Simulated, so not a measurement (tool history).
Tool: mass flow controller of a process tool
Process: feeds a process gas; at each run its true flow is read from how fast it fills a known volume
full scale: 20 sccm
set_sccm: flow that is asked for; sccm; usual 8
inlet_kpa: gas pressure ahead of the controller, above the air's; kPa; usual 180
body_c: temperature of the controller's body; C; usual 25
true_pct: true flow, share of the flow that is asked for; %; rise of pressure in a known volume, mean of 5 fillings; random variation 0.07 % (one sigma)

run      day  set_sccm  inlet_kpa  body_c  true_pct
  1        0         8        180      25    102.44
  2   10.783         8        180      25    102.43
  3   32.421         8        180      25    102.35
  4   43.725         8        180      25    102.48
      53.442  -- controller exchanged for a calibrated one
  5   66.575         8        180      25      99.2
  6   85.396         8        180      25     99.35
  7   107.25         8        180      25     99.37
  8  127.488         9        180      25     99.38
  9  138.825         9        180      25     99.55
 10  153.867         9        180      25     99.59
 11   176.95         8        189      38    100.12
 12  198.429         8        189      38    100.04
 13  216.892         8        189      38    100.16
 14  232.129         8        161      31     99.85
 15  249.042         4        241      35     99.02

Measured less the same run without the tool's hidden state. The same run-to-run variation is in both; the gauge's scatter may not be:
The hidden state here: flow at rest that the sensor doesn't see, % of full scale; true flow over the shown one, %; drift of the gauge itself on true_pct, %.
run  true_pct
  1     +3.18
  2     +3.21
  3     +3.27
  4     +3.31
  5     +0.07
  6     +0.13
  7     +0.21
  8     +0.31
  9     +0.35
 10      +0.4
 11     +0.43
 12      +0.5
 13     +0.56
 14     +0.61
 15     -0.22
